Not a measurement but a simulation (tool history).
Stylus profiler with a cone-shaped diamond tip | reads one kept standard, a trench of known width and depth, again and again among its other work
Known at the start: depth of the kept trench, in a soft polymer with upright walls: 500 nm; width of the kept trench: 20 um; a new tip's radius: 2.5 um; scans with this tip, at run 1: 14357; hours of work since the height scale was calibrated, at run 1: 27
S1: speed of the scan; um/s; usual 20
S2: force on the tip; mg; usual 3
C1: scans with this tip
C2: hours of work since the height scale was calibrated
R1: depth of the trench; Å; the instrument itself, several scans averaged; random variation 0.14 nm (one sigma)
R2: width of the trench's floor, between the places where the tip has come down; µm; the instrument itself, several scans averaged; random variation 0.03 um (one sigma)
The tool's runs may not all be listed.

run    hour  S1    S2     C1   C2      R1     R2
  1       0  20     3  14357   27  5043.4  14.85
  2    80.3  20     3  14979   76  5042.8  14.83
      117.1  -- new tip fitted, height scale calibrated
  3   137.8  65     3    161   13  5042.5   16.6
  4   216.7  65     3    771   61  5043.1  16.49
  5   282.6  20     3   1281  102    5042  16.68
  6   317.5  20     3   1551  123  5043.1   16.6
  7   398.4  20     3   2178  173  5046.3  16.42
  8   433.2  20     3   2447  194  5042.8   16.5
  9   506.1  20     3   3011  239  5043.7  16.42
 10   580.8  20     3   3590  284  5041.9  16.33
 11   649.7  20  1.03   4123  327  5016.8  16.19
 12     723  20  2.55   4691  372  5035.3  16.16
 13   779.6  20  1.65   5129  406  5022.4  16.06
 14   826.3  20  2.57   5490  435  5032.5  15.97
 15   865.3  20  2.57   5792  459  5037.2  16.03
 16   925.3  20     3   6257  496  5038.2  15.95
 17    1003  20     3   6858  543  5038.1  15.86
 18  1036.1  20     3   7114  564  5039.5  15.83
 19  1098.2  20     3   7595  602    5037  15.73
 20  1141.6  20     3   7931  628  5036.8  15.71
 21    1213  20     3   8483  672  5033.8  15.65
 22    1255  20  4.56   8808  698  5052.3  15.67
 23  1307.7  20  4.56   9216  730  5046.6  15.61
     1313.4  -- height scale calibrated on a step standard
 24  1341.7  26  4.56   9476   17  5045.6   15.5
 25  1394.7  20   2.7   9886   50  5029.9  15.44
 26  1470.6  29  5.08  10474   96    5051  15.38
     1539.8  -- height scale calibrated on a step standard, once more
 27  1550.6  29  5.08  11089    7  5063.3  15.34
 28  1605.2  77  1.09  11511   40  5023.6  14.82
 29  1671.2  29  1.12  12023   81  5025.8  15.08
 30  1739.7  16  4.61  12553  123  5058.2  15.22
 31  1789.7  16  4.61  12939  153  5060.3  15.18
 32  1852.4  16  4.61  13425  192  5058.5  15.06
 33  1901.7  28  6.09  13806  222  5070.8  15.07
 34    1950  22  3.27  14181  252  5047.5  14.99
 35  1987.3  13  6.78  14469  274  5074.4  15.06
 36  2042.8   8  1.53  14899  309  5027.2  14.91
       2090  -- new tip fitted, height scale calibrated
 37  2091.8  12  8.04     14    1  5083.9  17.02
 38  2137.6  60  3.69    368   29  5052.3  16.71
 39  2210.4  41  2.76    932   74  5041.9  16.63
 40  2255.3  68  6.18   1279  101  5071.8  16.65
 41  2305.5  78  1.63   1668  132  5031.3   16.2
 42    2349   5  4.12   2004  159  5055.4  16.71
 43  2405.7  21  3.52   2443  194  5049.4   16.6
 44  2454.6  20  2.17   2822  224  5035.8  16.54
 45    2511  20   1.9   3258  258  5030.9  16.45
 46  2553.9  30  2.95   3591  285  5038.6  16.34
 47  2587.4  73  8.98   3850  305  5090.1  16.24

How the hidden state differs across the entries between the runs, from the last listed run before each to the first after it:
Between runs 2 and 3: new tip fitted, height scale calibrated (hour 117.1)
  radius of the tip, um: 6.7 -> 2.6; height scale over the true one, %: -0.028 -> 0.015
  measured less the result without the state, R1: -1.4 -> +0.7 Å; R2: -2.08 -> -0.07 µm
Between runs 23 and 24: height scale calibrated on a step standard (hour 1313.4)
  radius of the tip, um: 4.94 -> 5.01; height scale over the true one, %: -0.151 -> -0.215
  measured less the result without the state, R1: -7.6 -> -10.9 Å; R2: -1.33 -> -1.36 µm
Between runs 26 and 27: height scale calibrated on a step standard, once more (hour 1539.8)
  radius of the tip, um: 5.3 -> 5.45; height scale over the true one, %: -0.234 -> 0.047
  measured less the result without the state, R1: -11.9 -> +2.4 Å; R2: -1.5 -> -1.56 µm
Between runs 36 and 37: new tip fitted, height scale calibrated (hour 2090)
  radius of the tip, um: 6.46 -> 2.42; height scale over the true one, %: -0.02 -> 0.038
  measured less the result without the state, R1: -1 -> +2 Å; R2: -1.99 -> +0.06 µm
